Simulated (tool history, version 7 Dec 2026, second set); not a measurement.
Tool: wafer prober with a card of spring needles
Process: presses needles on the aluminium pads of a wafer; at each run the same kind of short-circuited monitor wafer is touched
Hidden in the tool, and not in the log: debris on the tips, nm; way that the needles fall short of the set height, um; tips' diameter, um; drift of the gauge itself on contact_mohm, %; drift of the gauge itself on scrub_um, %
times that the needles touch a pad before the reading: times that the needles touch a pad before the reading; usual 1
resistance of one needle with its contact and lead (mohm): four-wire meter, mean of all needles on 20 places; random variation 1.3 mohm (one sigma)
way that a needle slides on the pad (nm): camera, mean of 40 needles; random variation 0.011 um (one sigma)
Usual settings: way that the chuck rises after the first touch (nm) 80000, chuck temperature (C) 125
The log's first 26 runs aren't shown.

run   hour  way that the chuck rises after the first touch (nm)  chuck temperature (C)  times that the needles touch a pad before the reading  touches since the tips were cleaned  cleanings since the card got new needles  touches since the first contact's height was set  resistance of one needle with its contact and lead (mohm)  way that a needle slides on the pad (nm)
     201.4  -- tips cleaned on abrasive film
 27  202.7                                                87000                    120                                                      1                                  606                                        35                                             24814                                                        144                                     10410
 28  207.2                                                84000                    120                                                      2                                 2737                                        35                                             26945                                                        163                                     10060
 29  212.5                                                84000                    120                                                      2                                 5201                                        35                                             29409                                                        183                                     10060
     215.9  -- tips cleaned on abrasive film
 30  220.6                                                84000                    120                                                      2                                 2198                                        36                                             33135                                                        162                                     10030
 31  226.3                                                78000                     30                                                      3                                 4861                                        36                                             35798                                                        156                                      9340
     230.7  -- tips cleaned on abrasive film
 32  232.2                                                85000                    125                                                      1                                  697                                        37                                             38488                                                        144                                     10170
 33  240.8                                                85000                    125                                                      1                                 4692                                        37                                             42483                                                        217                                     10170
     245.3  -- tips cleaned on abrasive film
 34    247                                                60000                    125                                                      2                                  786                                        38                                             45345                                                        157                                      7140

4 ways to go on from here, each from the tool as it stands after run 34. What would each give?
  A  252.5                                                60000                     32                                                      2                                 3351                                        38                                             47910                                                          ?                                         ?
  B  252.5                                                90000                     27                                                      3                                 3351                                        38                                             47910                                                          ?                                         ?
  C  252.5                                                80000                    125                                                      1                                 3351                                        38                                             47910                                                          ?                                         ?
  D  252.5                                                88000                     28                                                      2                                 3351                                        38                                             47910                                                          ?                                         ?

run  resistance of one needle with its contact and lead (mohm)  way that a needle slides on the pad (nm)
  A                                                        228                                      7150
  B                                                        135                                     10750
  C                                                        217                                      9540
  D                                                        161                                     10510
Without the tool's hidden state the same runs would have given:
run  resistance of one needle with its contact and lead (mohm)  way that a needle slides on the pad (nm)
  A                                                        106                                      7210
  B                                                         99                                     10810
  C                                                        113                                      9600
  D                                                        100                                     10570
